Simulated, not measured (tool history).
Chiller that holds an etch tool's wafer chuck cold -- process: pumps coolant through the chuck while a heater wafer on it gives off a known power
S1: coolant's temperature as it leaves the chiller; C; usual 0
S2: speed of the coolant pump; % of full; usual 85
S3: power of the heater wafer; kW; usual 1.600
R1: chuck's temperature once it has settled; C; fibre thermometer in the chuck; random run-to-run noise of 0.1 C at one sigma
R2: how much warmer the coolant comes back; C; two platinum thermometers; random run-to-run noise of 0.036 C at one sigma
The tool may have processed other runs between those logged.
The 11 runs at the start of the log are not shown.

Run 12, hour 328.0: usual settings. Result: R1 10.7 C, R2 6.48 C.
Run 13, hour 376.9: usual settings. Result: R1 10.8 C, R2 6.49 C.
Run 14, hour 420.3: usual settings. Result: R1 10.9 C, R2 6.46 C.
Run 15, hour 464.8: usual settings. Result: R1 11.0 C, R2 6.50 C.
Run 16, hour 497.5: usual settings. Result: R1 10.8 C, R2 6.51 C.
Run 17, hour 539.8: usual settings. Result: R1 10.6 C, R2 6.49 C.
Run 18, hour 585.8: usual settings but S1 -1 C, S2 67 % of full. Result: R1 12.0 C, R2 8.18 C.
Run 19, hour 614.6: usual settings but S2 64 % of full, S3 1.458 kW. Result: R1 12.2 C, R2 7.77 C.
Run 20, hour 637.6: usual settings but S1 -6 C, S2 65 % of full, S3 2.259 kW. Result: R1 12.7 C, R2 11.81 C.
Run 21, hour 664.7: usual settings but S1 -1 C, S2 81 % of full, S3 2.039 kW. Result: R1 13.3 C, R2 8.65 C.
Run 22, hour 688.6: usual settings but S1 -1 C, S2 81 % of full, S3 1.321 kW. Result: R1 8.1 C, R2 5.72 C.
Run 23, hour 733.8: usual settings but S1 -1 C, S2 81 % of full, S3 1.321 kW. Result: R1 8.2 C, R2 5.77 C.
At hour 774.1: coolant changed, channels flushed.
Run 24, hour 779.5: usual settings but S1 7 C, S2 78 % of full, S3 1.253 kW. Result: R1 16.1 C, R2 5.60 C.
Run 25, hour 799.8: usual settings but S1 7 C, S2 78 % of full, S3 1.253 kW. Result: R1 16.0 C, R2 5.55 C.
Run 26, hour 828.1: usual settings but S1 -1 C, S2 91 % of full, S3 1.657 kW. Result: R1 9.5 C, R2 6.40 C.
Run 27, hour 867.3: usual settings but S1 4 C, S2 91 % of full, S3 1.155 kW. Result: R1 11.6 C, R2 4.54 C.
Run 28, hour 908.2: usual settings but S1 4 C, S2 91 % of full, S3 1.155 kW. Result: R1 11.4 C, R2 4.56 C.
Run 29, hour 955.9: usual settings but S1 -4 C, S3 1.540 kW. Result: R1 6.3 C, R2 6.37 C.
Run 30, hour 993.7: usual settings but S1 -4 C, S2 69 % of full, S3 0.958 kW. Result: R1 3.5 C, R2 4.91 C.
Run 31, hour 1031.4: usual settings but S1 1 C, S2 88 % of full, S3 2.033 kW. Result: R1 14.6 C, R2 8.12 C.
Run 32, hour 1073.9: usual settings but S1 -3 C, S2 82 % of full, S3 1.948 kW. Result: R1 10.6 C, R2 8.28 C.
Run 33, hour 1123.2: usual settings but S1 -1 C, S2 100 % of full, S3 1.072 kW. Result: R1 5.4 C, R2 3.97 C.

Consider 3 possible next runs. They are alternatives, not a sequence: every one starts from the tool as it was left by run 33. What does each give?
Run A, hour 1171.9: usual settings but S1 -1 C, S2 81 % of full, S3 1.734 kW. Result: R1 ?, R2 ?.
Run B, hour 1171.9: usual settings but S1 -1 C, S2 100 % of full, S3 1.539 kW. Result: R1 ?, R2 ?.
Run C, hour 1171.9: usual settings but S1 -8 C, S2 61 % of full. Result: R1 ?, R2 ?.

run    R1    R2
  A  11.2  7.52
  B   8.1  5.58
  C   6.0  9.05
The same runs, with their run-to-run variation unchanged, on a tool lacking any hidden condition would have given:
run    R1    R2
  A  11.2  7.18
  B   8.1  5.25
  C   6.0  8.71

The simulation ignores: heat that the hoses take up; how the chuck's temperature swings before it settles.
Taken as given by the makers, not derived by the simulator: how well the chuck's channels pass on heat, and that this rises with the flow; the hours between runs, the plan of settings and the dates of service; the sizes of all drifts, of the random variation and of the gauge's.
